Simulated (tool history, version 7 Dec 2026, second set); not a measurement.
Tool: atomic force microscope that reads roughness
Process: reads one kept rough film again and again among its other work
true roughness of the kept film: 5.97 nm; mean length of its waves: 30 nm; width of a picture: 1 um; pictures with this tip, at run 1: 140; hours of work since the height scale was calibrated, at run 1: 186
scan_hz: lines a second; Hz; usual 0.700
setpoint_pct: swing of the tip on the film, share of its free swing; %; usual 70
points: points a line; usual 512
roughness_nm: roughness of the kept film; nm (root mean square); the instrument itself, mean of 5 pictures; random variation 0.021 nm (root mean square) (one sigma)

run	hour	scan_hz	setpoint_pct	points	pictures with this tip	hours of work since the height scale was calibrated	roughness_nm
1	0.0	0.700	70	512	140	186	4.128
2	6.5	0.700	70	512	147	190	4.116
3	14.3	0.700	70	512	156	195	4.073
4	18.6	0.700	70	512	161	197	4.015
5	27.3	0.700	70	512	171	202	3.951
6	34.8	0.700	70	512	179	207	3.906
7	41.8	0.700	89	512	187	211	3.728
8	48.5	0.700	89	512	194	215	3.673
9	57.0	0.700	89	512	204	220	3.657
# hour 58.8: new tip fitted
10	62.2	0.700	70	512	4	223	5.055
11	70.3	2.250	68	298	13	228	4.694
12	77.3	2.250	68	298	21	232	4.626
13	85.2	0.506	64	650	30	236	4.859
14	94.2	2.675	70	318	40	242	4.373
15	102.2	0.897	67	560	49	247	4.608
16	111.1	0.897	67	560	59	252	4.585
17	115.3	0.803	55	956	63	254	4.629
18	123.7	2.053	68	582	73	259	4.284

Run 19 comes next. What will it give?
19	127.5	3.945	67	458	77	262	?

Run 19 gave roughness_nm 4.063 nm (root mean square).
Without the tool's hidden state the same run would have given roughness_nm 4.674 nm (root mean square).
